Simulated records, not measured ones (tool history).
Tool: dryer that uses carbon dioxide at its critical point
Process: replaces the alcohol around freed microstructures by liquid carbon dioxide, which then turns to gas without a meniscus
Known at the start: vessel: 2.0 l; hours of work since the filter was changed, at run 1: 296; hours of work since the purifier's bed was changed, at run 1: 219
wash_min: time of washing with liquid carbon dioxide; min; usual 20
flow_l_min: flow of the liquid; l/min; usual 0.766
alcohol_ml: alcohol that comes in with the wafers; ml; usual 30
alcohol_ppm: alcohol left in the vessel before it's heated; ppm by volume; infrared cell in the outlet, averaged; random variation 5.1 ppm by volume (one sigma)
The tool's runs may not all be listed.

run,hour,wash_min,flow_l_min,alcohol_ml,hours of work since the filter was changed,hours of work since the purifier's bed was changed,alcohol_ppm
1,0,20,0.766,30,296,219,109
2,9,20,0.766,30,303,226,118
3,17.5,20,0.766,30,310,233,113
4,26.7,20,0.766,30,317,240,122
5,35.3,20,0.766,30,323,246,113
6,44.2,20,0.766,30,330,253,111
7,51.1,20,0.766,30,336,258,111
8,60.3,20,0.766,30,343,265,119
9,67.6,25,0.766,30,348,271,54
10,73.6,20,0.774,30,353,276,118
11,78.8,20,0.865,30,357,280,73
12,86.6,20,0.865,30,363,286,81
13,93.1,20,0.766,30,368,291,121
14,100.6,20,0.766,30,374,296,116
15,104.5,20,0.766,30,377,299,121
16,110.8,20,0.766,30,381,304,135
17,118.8,20,0.766,30,388,310,118
18,125.8,20,0.766,30,393,316,123
19,134.1,20,0.766,30,399,322,124
20,139.8,26,0.766,30,404,326,49
21,146.3,26,0.766,30,409,331,55
22,154.4,26,0.766,30,415,338,50
23,160,20,0.649,30,419,342,236
24,165.7,20,1.201,30,423,346,45
25,172.4,13,0.766,30,429,351,611
26,180.7,31,1.06,68,435,358,40
27,188.9,31,1.06,68,441,364,43
28,195.9,12,0.842,105,447,369,1915
29,204.3,12,0.801,24,453,376,557
30,208.8,20,0.768,30,457,379,140
31,214.6,19,0.624,33,461,384,385
32,218.7,12,0.726,58,464,387,1715
33,226.5,20,0.53,28,470,393,483
34,230.7,15,0.766,30,473,396,405
35,235.3,13,0.766,51,477,400,1023
# hour 239.8: inlet filter changed
36,242.8,13,0.766,51,2,405,757
37,250.8,15,0.595,51,8,411,1097
38,259.4,21,1.261,30,15,417,47
39,263.8,25,1.054,30,18,421,47
40,268.7,15,0.501,30,22,424,1074
41,274,21,0.766,84,26,429,183
42,280.6,21,0.766,84,31,434,176
43,286.4,21,0.766,84,36,438,185
44,294.7,31,0.49,50,42,444,150
45,300.6,19,0.604,50,47,449,450
46,305.9,19,0.604,50,51,453,479

4 ways to go on from here, each from the tool as it stands after run 46. What would each give?
A,310.1,19,0.766,23,54,456,?
B,310.1,26,0.604,34,54,456,?
C,310.1,13,0.762,46,54,456,?
D,310.1,14,0.766,30,54,456,?

run,alcohol_ppm
A,112
B,113
C,701
D,375
Without the tool's hidden state the same runs would have given:
run,alcohol_ppm
A,66
B,67
C,635
D,320
